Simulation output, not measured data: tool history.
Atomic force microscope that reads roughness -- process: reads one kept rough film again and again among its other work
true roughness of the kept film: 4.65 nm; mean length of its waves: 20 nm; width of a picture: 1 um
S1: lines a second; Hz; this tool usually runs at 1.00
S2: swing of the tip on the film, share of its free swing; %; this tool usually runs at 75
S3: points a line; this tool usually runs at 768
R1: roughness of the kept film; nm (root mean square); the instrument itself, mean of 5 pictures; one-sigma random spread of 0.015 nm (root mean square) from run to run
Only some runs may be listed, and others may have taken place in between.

run,hour,S1,S2,S3,R1
1,0.0,1.00,75,768,2.400
2,14.9,1.00,75,768,2.326
3,24.6,0.51,75,768,2.327
4,40.1,0.51,75,768,2.257
5,52.8,1.00,75,286,2.127
# hour 68.2: new tip fitted
6,69.8,1.00,75,1016,3.607
7,85.8,1.00,75,1016,3.479
8,99.7,1.00,75,1016,3.353
9,120.2,1.00,75,1016,3.171
10,137.2,1.00,75,1016,3.049
11,145.7,1.00,75,1016,2.966
12,159.7,1.00,75,1016,2.878
13,169.1,2.14,58,768,2.851
# hour 171.9: height scale calibrated on a step standard
14,180.5,1.00,58,768,2.846
15,190.3,2.57,75,768,2.571
16,210.2,0.87,75,768,2.625
17,223.7,1.24,61,905,2.547
# hour 231.1: height scale calibrated on a step standard, once more
18,235.2,1.24,61,905,2.482
19,251.2,1.05,70,479,2.398
20,264.4,0.67,58,439,2.348
21,278.5,3.49,75,768,2.099
22,294.8,2.41,68,761,2.167
23,311.1,2.06,70,768,2.094

4 options for the next run, each taken on its own from the tool as it stands now. Forecast them:
# hour 313.2: new tip fitted
A,325.9,1.78,70,807,?
# hour 313.2: new tip fitted
B,325.9,1.85,75,259,?
# hour 313.2: new tip fitted
C,325.9,2.06,83,768,?
# hour 313.2: new tip fitted
D,325.9,3.91,70,768,?

run,R1
A,3.453
B,3.297
C,3.268
D,3.287
Without the tool's hidden state the same runs would have given:
run,R1
A,3.594
B,3.431
C,3.401
D,3.420

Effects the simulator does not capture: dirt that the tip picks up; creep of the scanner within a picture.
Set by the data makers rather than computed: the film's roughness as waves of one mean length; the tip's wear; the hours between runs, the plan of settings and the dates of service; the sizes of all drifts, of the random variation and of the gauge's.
